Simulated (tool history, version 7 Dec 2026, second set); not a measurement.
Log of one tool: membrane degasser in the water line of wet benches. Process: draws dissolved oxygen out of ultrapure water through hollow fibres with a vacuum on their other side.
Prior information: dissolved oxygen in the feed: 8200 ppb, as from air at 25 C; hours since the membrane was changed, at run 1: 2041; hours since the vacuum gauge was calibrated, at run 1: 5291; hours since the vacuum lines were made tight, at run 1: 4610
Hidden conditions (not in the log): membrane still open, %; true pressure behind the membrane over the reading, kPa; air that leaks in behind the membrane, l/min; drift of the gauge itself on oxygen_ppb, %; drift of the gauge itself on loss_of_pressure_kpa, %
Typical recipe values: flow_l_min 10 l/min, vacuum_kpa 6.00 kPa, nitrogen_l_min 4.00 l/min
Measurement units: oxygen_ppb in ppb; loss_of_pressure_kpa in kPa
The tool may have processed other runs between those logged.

| run | hour | flow_l_min | vacuum_kpa | nitrogen_l_min | hours since the membrane was changed | hours since the vacuum gauge was calibrated | hours since the vacuum lines were made tight | oxygen_ppb | loss_of_pressure_kpa |
|---|---|---|---|---|---|---|---|---|---|
| 1 | 0.0 | 10 | 6.00 | 4.00 | 2041 | 5291 | 4610 | 176.7 | 36.29 |
| 2 | 110.5 | 10 | 6.00 | 4.00 | 2152 | 5401 | 4720 | 177.1 | 35.97 |
| 3 | 185.3 | 14 | 6.00 | 4.00 | 2226 | 5476 | 4795 | 270.1 | 50.94 |
| 4 | 312.3 | 14 | 6.00 | 4.00 | 2353 | 5603 | 4922 | 276.4 | 51.02 |
| 5 | 419.6 | 10 | 6.00 | 4.00 | 2461 | 5711 | 5030 | 174.8 | 36.59 |
| 6 | 490.7 | 10 | 6.00 | 4.00 | 2532 | 5782 | 5101 | 176.8 | 36.58 |
| 7 | 601.6 | 10 | 4.94 | 4.00 | 2643 | 5893 | 5212 | 171.4 | 36.81 |
| 8 | 719.2 | 8 | 10.50 | 2.34 | 2760 | 6010 | 5329 | 171.6 | 29.73 |
| 9 | 781.2 | 7 | 7.34 | 4.79 | 2822 | 6072 | 5391 | 106.8 | 25.71 |
| 10 | 869.4 | 10 | 6.00 | 8.37 | 2910 | 6160 | 5479 | 168.1 | 36.66 |
| 11 | 978.4 | 10 | 6.00 | 2.77 | 3019 | 6269 | 5588 | 183.2 | 36.83 |

5 ways to go on from here, each from the tool as it stands after run 11. What would each give?
| A | 1083.7 | 12 | 10.83 | 4.00 | 3125 | 6375 | 5694 | ? | ? |
| B | 1083.7 | 10 | 6.00 | 11.09 | 3125 | 6375 | 5694 | ? | ? |
| C | 1083.7 | 8 | 8.79 | 2.51 | 3125 | 6375 | 5694 | ? | ? |
| D | 1083.7 | 11 | 6.00 | 3.04 | 3125 | 6375 | 5694 | ? | ? |
| E | 1083.7 | 7 | 9.97 | 2.37 | 3125 | 6375 | 5694 | ? | ? |

| run | oxygen_ppb | loss_of_pressure_kpa |
|---|---|---|
| A | 261.8 | 44.20 |
| B | 162.6 | 36.70 |
| C | 160.4 | 29.68 |
| D | 210.8 | 40.49 |
| E | 140.2 | 25.96 |
Take away the tool's hidden state, keep each run's random variation, and the runs would have read:
| run | oxygen_ppb | loss_of_pressure_kpa |
|---|---|---|
| A | 261.6 | 43.26 |
| B | 162.5 | 35.92 |
| C | 160.2 | 29.05 |
| D | 210.6 | 39.63 |
| E | 140.1 | 25.41 |

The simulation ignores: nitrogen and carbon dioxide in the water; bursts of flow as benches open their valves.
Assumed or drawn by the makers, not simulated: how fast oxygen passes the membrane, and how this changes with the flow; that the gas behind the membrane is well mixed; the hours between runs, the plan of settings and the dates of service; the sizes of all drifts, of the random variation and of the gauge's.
